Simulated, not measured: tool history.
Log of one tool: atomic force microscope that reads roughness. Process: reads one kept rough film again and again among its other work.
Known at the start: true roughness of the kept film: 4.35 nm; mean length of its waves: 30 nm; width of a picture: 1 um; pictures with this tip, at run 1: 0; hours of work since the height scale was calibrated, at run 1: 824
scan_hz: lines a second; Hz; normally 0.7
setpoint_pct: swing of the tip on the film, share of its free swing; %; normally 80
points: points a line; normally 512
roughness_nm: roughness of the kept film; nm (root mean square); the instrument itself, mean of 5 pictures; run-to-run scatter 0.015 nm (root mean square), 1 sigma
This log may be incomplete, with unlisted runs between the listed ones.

run,day,scan_hz,setpoint_pct,points,pictures with this tip,hours of work since the height scale was calibrated,roughness_nm
1,0,0.7,80,512,0,824,3.61
2,0.925,0.7,77,512,38,838,3.48
3,2.521,0.7,77,512,104,862,3.258
4,3.767,0.7,77,572,155,881,3.063
5,5.758,2.227,77,572,237,911,2.629
6,7.483,0.7,80,278,308,937,2.598
# day 9.242: new tip fitted
7,9.3,0.7,80,337,2,964,3.543

The next listed run, before its measurement:
8,10.25,0.7,80,337,41,978,?

Run 8 gave roughness_nm 3.42 nm (root mean square).
Had the tool carried no hidden state, the very same run would have given roughness_nm 3.628 nm (root mean square).

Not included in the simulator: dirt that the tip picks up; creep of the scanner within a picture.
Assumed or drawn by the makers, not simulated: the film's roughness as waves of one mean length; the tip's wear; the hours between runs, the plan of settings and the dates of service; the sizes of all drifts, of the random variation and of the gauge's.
